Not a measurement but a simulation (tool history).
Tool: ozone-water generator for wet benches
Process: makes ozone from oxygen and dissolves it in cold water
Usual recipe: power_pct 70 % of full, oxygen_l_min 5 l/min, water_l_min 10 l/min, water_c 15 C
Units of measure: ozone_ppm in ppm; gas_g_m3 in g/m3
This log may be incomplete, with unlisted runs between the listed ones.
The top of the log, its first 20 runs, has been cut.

run   hour  power_pct  oxygen_l_min  water_l_min  water_c  hours of work since the electrodes were changed  hours of work since the contactor was cleaned  hours of work since the thermometer was calibrated  ozone_ppm  gas_g_m3
 21  521.8         49             5           16       15                                              444                                           4951                                                1467       13.4     114.2
 22  546.3         49             5           16       15                                              460                                           4966                                                1482       13.4     113.8
 23  578.5         49          8.09           10       15                                              480                                           4987                                                1503       18.6      98.3
 24  603.5         73          8.96            8       16                                              495                                           5002                                                1518       25.9     120.7
 25  625.9         73          8.96            8       16                                              509                                           5016                                                1532       25.3     120.2
 26    654         81          5.42           13       20                                              527                                           5033                                                1549       19.6     149.8
 27  672.1         71             5           10       23                                              538                                           5045                                                1561       19.2     141.4
 28    707         70          4.08            6       14                                              560                                           5066                                                1582       29.7     148.8
 29  737.6         60          4.08           13       14                                              579                                           5085                                                1601         17     137.9

What does the tool deliver on the next run?
 30  775.5         92          6.62           10       15                                              602                                           5109                                                1625          ?         ?

ozone_ppm: 27.4 ppm
gas_g_m3: 152.8 g/m3
Minus the tool's unlogged condition, the same run would have read ozone_ppm 29.4 ppm, gas_g_m3 155.4 g/m3.
